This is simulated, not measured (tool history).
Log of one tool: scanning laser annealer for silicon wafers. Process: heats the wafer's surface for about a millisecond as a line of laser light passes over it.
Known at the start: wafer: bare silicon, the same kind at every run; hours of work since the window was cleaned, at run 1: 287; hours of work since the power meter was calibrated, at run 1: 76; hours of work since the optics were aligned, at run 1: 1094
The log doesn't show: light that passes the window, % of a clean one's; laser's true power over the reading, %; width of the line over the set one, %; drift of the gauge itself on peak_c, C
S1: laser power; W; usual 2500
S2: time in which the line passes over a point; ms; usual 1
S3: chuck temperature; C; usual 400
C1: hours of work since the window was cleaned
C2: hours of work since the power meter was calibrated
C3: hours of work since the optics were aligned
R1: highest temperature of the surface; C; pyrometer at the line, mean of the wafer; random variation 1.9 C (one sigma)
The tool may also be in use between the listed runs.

run 1 hour=0 | S1=2500 S2=1 S3=400 | C1=287 C2=76 C3=1094 | R1=1188
run 2 hour=78.9 | S1=2500 S2=1 S3=400 | C1=325 C2=113 C3=1132 | R1=1188
run 3 hour=142.5 | S1=2500 S2=1 S3=400 | C1=355 C2=144 C3=1163 | R1=1190
run 4 hour=204.8 | S1=2500 S2=1 S3=400 | C1=385 C2=174 C3=1192 | R1=1190
run 5 hour=245.9 | S1=2500 S2=1 S3=400 | C1=405 C2=193 C3=1212 | R1=1190
run 6 hour=300.8 | S1=2500 S2=1 S3=400 | C1=431 C2=220 C3=1238 | R1=1186
run 7 hour=349.6 | S1=2500 S2=0.8 S3=400 | C1=454 C2=243 C3=1262 | R1=1108
run 8 hour=412.8 | S1=2436 S2=1 S3=400 | C1=485 C2=273 C3=1292 | R1=1169
run 9 hour=447.9 | S1=2500 S2=0.94 S3=400 | C1=501 C2=290 C3=1309 | R1=1166
run 10 hour=514 | S1=2500 S2=0.94 S3=400 | C1=533 C2=322 C3=1341 | R1=1164
run 11 hour=570.4 | S1=2500 S2=0.94 S3=400 | C1=560 C2=349 C3=1368 | R1=1166
run 12 hour=608.7 | S1=2500 S2=0.94 S3=400 | C1=579 C2=367 C3=1386 | R1=1164
run 13 hour=659.7 | S1=2500 S2=0.97 S3=400 | C1=603 C2=392 C3=1410 | R1=1177
run 14 hour=738.4 | S1=2500 S2=0.97 S3=400 | C1=641 C2=429 C3=1448 | R1=1176
run 15 hour=805.1 | S1=2500 S2=1 S3=416 | C1=673 C2=461 C3=1480 | R1=1203
run 16 hour=864.5 | S1=2500 S2=1 S3=416 | C1=701 C2=490 C3=1508 | R1=1207
run 17 hour=927.6 | S1=2500 S2=1 S3=416 | C1=731 C2=520 C3=1539 | R1=1204
run 18 hour=982.8 | S1=2406 S2=0.78 S3=416 | C1=758 C2=546 C3=1565 | R1=1089
-- hour=1043.6 optics aligned, line set to its width
run 19 hour=1066.7 | S1=2500 S2=1.09 S3=360 | C1=796 C2=584 C3=11 | R1=1188
run 20 hour=1108.5 | S1=2500 S2=0.72 S3=408 | C1=816 C2=604 C3=31 | R1=1079
run 21 hour=1183.6 | S1=2500 S2=0.72 S3=408 | C1=852 C2=640 C3=67 | R1=1084
run 22 hour=1248.9 | S1=2567 S2=0.95 S3=376 | C1=883 C2=672 C3=98 | R1=1164
run 23 hour=1312.2 | S1=2567 S2=0.95 S3=376 | C1=913 C2=702 C3=129 | R1=1167
run 24 hour=1353.5 | S1=2438 S2=1.2 S3=423 | C1=933 C2=722 C3=148 | R1=1260
run 25 hour=1387.8 | S1=2438 S2=1.2 S3=423 | C1=949 C2=738 C3=165 | R1=1262

4 ways to go on from here, each from the tool as it stands after run 25. What would each give?
run A hour=1459.5 | S1=2438 S2=1.12 S3=397 | C1=984 C2=772 C3=199 | R1=?
run B hour=1459.5 | S1=2616 S2=1.06 S3=403 | C1=984 C2=772 C3=199 | R1=?
run C hour=1459.5 | S1=2500 S2=1 S3=400 | C1=984 C2=772 C3=199 | R1=?
run D hour=1459.5 | S1=2183 S2=0.94 S3=423 | C1=984 C2=772 C3=199 | R1=?

run=A R1=1207
run=B R1=1252
run=C R1=1189
run=D R1=1080
Without the tool's hidden state the same runs would have given:
run=A R1=1208
run=B R1=1253
run=C R1=1190
run=D R1=1081

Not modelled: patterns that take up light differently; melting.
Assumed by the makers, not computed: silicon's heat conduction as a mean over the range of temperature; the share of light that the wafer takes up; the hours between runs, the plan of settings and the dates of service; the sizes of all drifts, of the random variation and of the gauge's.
